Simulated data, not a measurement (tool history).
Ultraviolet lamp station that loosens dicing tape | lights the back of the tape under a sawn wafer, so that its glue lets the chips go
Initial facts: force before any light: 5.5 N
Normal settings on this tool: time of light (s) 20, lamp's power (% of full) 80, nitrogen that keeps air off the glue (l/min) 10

| run | hour | time of light (s) | lamp's power (% of full) | nitrogen that keeps air off the glue (l/min) | force that peels the tape off (N) | light that reached the tape (mJ/cm²) |
|---|---|---|---|---|---|---|
| 1 | 0.0 | 20 | 80 | 10 | 0.140 | 177 |
| 2 | 21.7 | 20 | 80 | 10 | 0.156 | 172 |
| 3 | 47.5 | 20 | 80 | 10 | 0.149 | 172 |
|  | 49.9 | window cleaned of glue's vapour |
| 4 | 62.9 | 20 | 80 | 6 | 0.179 | 187 |
| 5 | 75.8 | 20 | 80 | 10 | 0.131 | 182 |
| 6 | 90.2 | 20 | 88 | 10 | 0.108 | 202 |
| 7 | 109.8 | 20 | 80 | 10 | 0.127 | 182 |
| 8 | 136.4 | 20 | 80 | 10 | 0.138 | 180 |
| 9 | 159.1 | 20 | 80 | 10 | 0.134 | 184 |
| 10 | 180.4 | 20 | 80 | 10 | 0.140 | 177 |
| 11 | 204.1 | 20 | 80 | 10 | 0.134 | 177 |
| 12 | 230.6 | 20 | 80 | 10 | 0.146 | 175 |
| 13 | 243.0 | 20 | 80 | 10 | 0.147 | 180 |
| 14 | 256.9 | 20 | 80 | 10 | 0.139 | 175 |
| 15 | 272.5 | 20 | 80 | 5 | 0.247 | 172 |
| 16 | 289.5 | 20 | 80 | 5 | 0.250 | 175 |
| 17 | 303.7 | 20 | 80 | 5 | 0.254 | 173 |
| 18 | 317.0 | 20 | 80 | 5 | 0.244 | 174 |
| 19 | 335.0 | 20 | 80 | 5 | 0.261 | 172 |
| 20 | 362.9 | 20 | 80 | 5 | 0.275 | 169 |
| 21 | 390.5 | 20 | 74 | 5 | 0.317 | 156 |
| 22 | 408.7 | 18 | 97 | 5 | 0.227 | 185 |
|  | 423.5 | window cleaned of glue's vapour |
| 23 | 423.5 | 18 | 97 | 5 | 0.182 | 195 |
| 24 | 439.1 | 18 | 85 | 6 | 0.239 | 174 |
| 25 | 466.3 | 18 | 85 | 6 | 0.212 | 170 |
| 26 | 487.8 | 34 | 85 | 4 | 0.073 | 320 |
| 27 | 512.3 | 34 | 85 | 4 | 0.082 | 312 |
| 28 | 531.0 | 11 | 87 | 6 | 0.719 | 99 |
| 29 | 555.0 | 13 | 74 | 10 | 0.545 | 101 |
| 30 | 576.1 | 13 | 74 | 10 | 0.553 | 104 |
| 31 | 599.8 | 15 | 80 | 9 | 0.343 | 124 |
| 32 | 626.3 | 17 | 87 | 4 | 0.383 | 157 |
| 33 | 646.0 | 17 | 87 | 4 | 0.396 | 151 |
| 34 | 661.5 | 34 | 85 | 4 | 0.088 | 298 |
| 35 | 686.5 | 15 | 80 | 8 | 0.403 | 121 |
| 36 | 700.5 | 39 | 62 | 7 | 0.085 | 246 |
| 37 | 717.4 | 39 | 62 | 7 | 0.090 | 243 |
| 38 | 730.3 | 13 | 62 | 7 | 1.035 | 82 |
| 39 | 743.8 | 13 | 62 | 7 | 1.035 | 80 |
| 40 | 761.9 | 22 | 62 | 15 | 0.217 | 137 |
| 41 | 782.1 | 22 | 62 | 15 | 0.222 | 138 |
|  | 797.5 | window cleaned of glue's vapour |
| 42 | 809.1 | 14 | 67 | 8 | 0.664 | 97 |

5 ways to go on from here, each from the tool as it stands after run 42. What would each give?
| A | 827.3 | 12 | 80 | 7 | ? | ? |
| B | 827.3 | 20 | 96 | 10 | ? | ? |
| C | 827.3 | 34 | 66 | 6 | ? | ? |
| D | 827.3 | 27 | 96 | 18 | ? | ? |
| E | 827.3 | 14 | 67 | 16 | ? | ? |

| run | force that peels the tape off (N) | light that reached the tape (mJ/cm²) |
|---|---|---|
| A | 0.675 | 99 |
| B | 0.112 | 205 |
| C | 0.099 | 237 |
| D | 0.067 | 272 |
| E | 0.473 | 99 |
Had the tool no hidden state, the same runs would have come out as:
| run | force that peels the tape off (N) | light that reached the tape (mJ/cm²) |
|---|---|---|
| A | 0.432 | 122 |
| B | 0.081 | 251 |
| C | 0.071 | 291 |
| D | 0.064 | 334 |
| E | 0.287 | 122 |
